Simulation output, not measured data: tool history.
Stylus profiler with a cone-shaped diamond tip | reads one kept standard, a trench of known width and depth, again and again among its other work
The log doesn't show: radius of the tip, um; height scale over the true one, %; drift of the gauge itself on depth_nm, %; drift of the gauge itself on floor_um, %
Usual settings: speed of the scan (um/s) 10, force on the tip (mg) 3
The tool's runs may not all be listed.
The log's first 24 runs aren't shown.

run    hour  speed of the scan (um/s)  force on the tip (mg)  scans with this tip  hours of work since the height scale was calibrated  depth of the trench (Å)  width of the trench's floor (um)
 25  1987.1                         5                    1.7                 4900                                                  428                   1014.6                             98.11
 26  2088.8                         5                    1.7                 5517                                                  482                   1014.4                             98.11
 27  2201.2                         5                    1.7                 6200                                                  542                     1015                                98
 28  2252.8                         5                    1.7                 6513                                                  569                   1014.8                             97.93
 29  2347.5                         5                    1.7                 7089                                                  619                   1014.8                             97.93
 30  2439.6                         5                    1.7                 7648                                                  668                   1015.5                             97.88
 31  2547.4                        20                   1.01                 8303                                                  725                   1011.7                             97.67
 32  2614.6                        40                   2.09                 8711                                                  761                   1017.4                             97.56
     2631.3  -- new tip fitted, height scale calibrated
 33  2684.7                        40                   2.09                  325                                                   28                     1014                             98.48
 34  2771.4                        40                   2.09                  851                                                   74                   1014.3                             98.31
 35  2881.8                        17                   2.09                 1522                                                  133                   1014.8                             98.45
 36  2970.6                        13                      3                 2061                                                  180                   1019.7                             98.39
 37  3028.5                         4                   5.18                 2413                                                  211                   1027.3                             98.44
 38  3114.6                         4                   5.18                 2936                                                  256                   1027.4                             98.37
 39  3193.6                         9                    1.3                 3416                                                  298                   1011.4                              98.3
 40  3249.7                         9                    1.3                 3756                                                  328                   1011.8                             98.23
 41  3349.7                         9                   1.76                 4364                                                  381                   1013.6                             98.17
 42  3427.3                         9                   1.76                 4835                                                  422                   1014.3                             98.09
 43  3522.3                         9                   1.76                 5412                                                  473                     1015                             98.05
 44  3638.8                         9                   1.76                 6120                                                  535                   1015.5                             97.95
 45  3688.5                         9                   1.76                 6422                                                  561                   1014.7                             97.97
 46  3745.9                         9                   1.76                 6770                                                  591                   1015.1                             98.03

5 ways to go on from here, each from the tool as it stands after run 46. What would each give?
  A  3827.5                        10                   8.81                 7266                                                  635                        ?                                 ?
  B  3827.5                        39                   1.02                 7266                                                  635                        ?                                 ?
  C  3827.5                         2                   7.51                 7266                                                  635                        ?                                 ?
  D  3827.5                         9                   4.57                 7266                                                  635                        ?                                 ?
  E  3827.5                         2                   6.67                 7266                                                  635                        ?                                 ?

run  depth of the trench (Å)  width of the trench's floor (um)
  A                   1040.7                             97.95
  B                   1011.1                             97.62
  C                   1037.4                             97.97
  D                   1027.3                             97.93
  E                     1034                             97.89
Without the tool's hidden state the same runs would have given:
run  depth of the trench (Å)  width of the trench's floor (um)
  A                     1038                             98.74
  B                   1008.5                             98.41
  C                   1034.7                             98.77
  D                   1024.6                             98.72
  E                   1031.4                             98.69
